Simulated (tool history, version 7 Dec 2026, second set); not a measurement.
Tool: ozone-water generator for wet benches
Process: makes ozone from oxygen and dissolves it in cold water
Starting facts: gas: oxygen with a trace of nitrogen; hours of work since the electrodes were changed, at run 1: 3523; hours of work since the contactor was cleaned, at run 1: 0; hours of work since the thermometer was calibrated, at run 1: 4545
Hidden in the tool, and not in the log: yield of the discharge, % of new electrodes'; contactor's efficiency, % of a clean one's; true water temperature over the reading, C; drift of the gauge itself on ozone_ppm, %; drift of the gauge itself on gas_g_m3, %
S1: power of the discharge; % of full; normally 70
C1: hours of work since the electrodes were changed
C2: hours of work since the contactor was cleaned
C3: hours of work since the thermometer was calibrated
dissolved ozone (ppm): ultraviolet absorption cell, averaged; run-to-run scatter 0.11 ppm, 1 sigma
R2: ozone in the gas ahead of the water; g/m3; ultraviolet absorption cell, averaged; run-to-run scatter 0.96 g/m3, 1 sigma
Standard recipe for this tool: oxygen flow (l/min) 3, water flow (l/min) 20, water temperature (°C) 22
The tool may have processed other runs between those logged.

run 1 hour=0 | S1=70 oxygen_flow_(l/min)=3 water_flow_(l/min)=20 water_temperature_(°C)=22 | C1=3523 C2=0 C3=4545 | dissolved_ozone_(ppm)=11.7 R2=146
run 2 hour=203.5 | S1=70 oxygen_flow_(l/min)=3 water_flow_(l/min)=20 water_temperature_(°C)=18 | C1=3656 C2=133 C3=4678 | dissolved_ozone_(ppm)=12 R2=145.6
run 3 hour=336 | S1=70 oxygen_flow_(l/min)=3 water_flow_(l/min)=20 water_temperature_(°C)=18 | C1=3742 C2=220 C3=4765 | dissolved_ozone_(ppm)=12 R2=145.4
run 4 hour=495.7 | S1=70 oxygen_flow_(l/min)=3 water_flow_(l/min)=20 water_temperature_(°C)=18 | C1=3847 C2=324 C3=4869 | dissolved_ozone_(ppm)=12 R2=144.7
run 5 hour=663.6 | S1=70 oxygen_flow_(l/min)=3 water_flow_(l/min)=20 water_temperature_(°C)=18 | C1=3957 C2=434 C3=4979 | dissolved_ozone_(ppm)=11.9 R2=145.5
run 6 hour=883.6 | S1=70 oxygen_flow_(l/min)=3 water_flow_(l/min)=20 water_temperature_(°C)=18 | C1=4100 C2=578 C3=5123 | dissolved_ozone_(ppm)=12 R2=144.6
-- hour=1060.8 water thermometer calibrated
run 7 hour=1092.4 | S1=70 oxygen_flow_(l/min)=3 water_flow_(l/min)=20 water_temperature_(°C)=22 | C1=4237 C2=714 C3=21 | dissolved_ozone_(ppm)=11.5 R2=143.2
run 8 hour=1247.5 | S1=70 oxygen_flow_(l/min)=3.17 water_flow_(l/min)=20 water_temperature_(°C)=22 | C1=4338 C2=816 C3=122 | dissolved_ozone_(ppm)=11.5 R2=139.4
run 9 hour=1379.7 | S1=70 oxygen_flow_(l/min)=3.17 water_flow_(l/min)=20 water_temperature_(°C)=22 | C1=4425 C2=902 C3=209 | dissolved_ozone_(ppm)=11.3 R2=138.9
run 10 hour=1508.9 | S1=70 oxygen_flow_(l/min)=3.17 water_flow_(l/min)=20 water_temperature_(°C)=22 | C1=4509 C2=987 C3=293 | dissolved_ozone_(ppm)=11.5 R2=140.1
run 11 hour=1625.9 | S1=70 oxygen_flow_(l/min)=3.17 water_flow_(l/min)=20 water_temperature_(°C)=22 | C1=4586 C2=1063 C3=370 | dissolved_ozone_(ppm)=11.4 R2=139
run 12 hour=1771.6 | S1=60 oxygen_flow_(l/min)=2.76 water_flow_(l/min)=20 water_temperature_(°C)=22 | C1=4681 C2=1158 C3=465 | dissolved_ozone_(ppm)=10.1 R2=135.4
run 13 hour=1868.6 | S1=60 oxygen_flow_(l/min)=2.76 water_flow_(l/min)=20 water_temperature_(°C)=22 | C1=4744 C2=1222 C3=528 | dissolved_ozone_(ppm)=10.4 R2=136.7
run 14 hour=1977.2 | S1=60 oxygen_flow_(l/min)=2.76 water_flow_(l/min)=27 water_temperature_(°C)=17 | C1=4815 C2=1293 C3=599 | dissolved_ozone_(ppm)=7.8 R2=134.6
run 15 hour=2118.2 | S1=44 oxygen_flow_(l/min)=2.28 water_flow_(l/min)=15 water_temperature_(°C)=27 | C1=4908 C2=1385 C3=692 | dissolved_ozone_(ppm)=10.2 R2=128.9
run 16 hour=2269.6 | S1=95 oxygen_flow_(l/min)=2.28 water_flow_(l/min)=15 water_temperature_(°C)=16 | C1=5007 C2=1484 C3=791 | dissolved_ozone_(ppm)=16.3 R2=179.8
run 17 hour=2458.3 | S1=90 oxygen_flow_(l/min)=2.28 water_flow_(l/min)=15 water_temperature_(°C)=16 | C1=5130 C2=1607 C3=914 | dissolved_ozone_(ppm)=15.8 R2=171.5
run 18 hour=2587.9 | S1=90 oxygen_flow_(l/min)=2.28 water_flow_(l/min)=15 water_temperature_(°C)=16 | C1=5215 C2=1692 C3=999 | dissolved_ozone_(ppm)=15.7 R2=171.9
run 19 hour=2777.5 | S1=70 oxygen_flow_(l/min)=3 water_flow_(l/min)=20 water_temperature_(°C)=20 | C1=5339 C2=1816 C3=1123 | dissolved_ozone_(ppm)=11 R2=139
run 20 hour=2926.7 | S1=70 oxygen_flow_(l/min)=3 water_flow_(l/min)=20 water_temperature_(°C)=20 | C1=5436 C2=1914 C3=1220 | dissolved_ozone_(ppm)=10.9 R2=137.5
run 21 hour=3025.8 | S1=70 oxygen_flow_(l/min)=3 water_flow_(l/min)=20 water_temperature_(°C)=20 | C1=5501 C2=1979 C3=1285 | dissolved_ozone_(ppm)=11 R2=137.4
run 22 hour=3161.2 | S1=70 oxygen_flow_(l/min)=3 water_flow_(l/min)=20 water_temperature_(°C)=20 | C1=5590 C2=2067 C3=1374 | dissolved_ozone_(ppm)=11.1 R2=139.1

For each entry between runs, how does the tool's hidden state at the last listed run before it compare with that at the first listed run after it?
Logged between run 6 and run 7: water thermometer calibrated (hour 1060.8)
  yield of the discharge, % of new electrodes': 87.9 -> 87.5; contactor's efficiency, % of a clean one's: 97.9 -> 97.7; true water temperature over the reading, C: 0.8 -> 0.03
  measured value less the no-hidden-state value, dissolved ozone (ppm): -1.8 -> -1.8; R2: -19.9 -> -20.3 g/m3
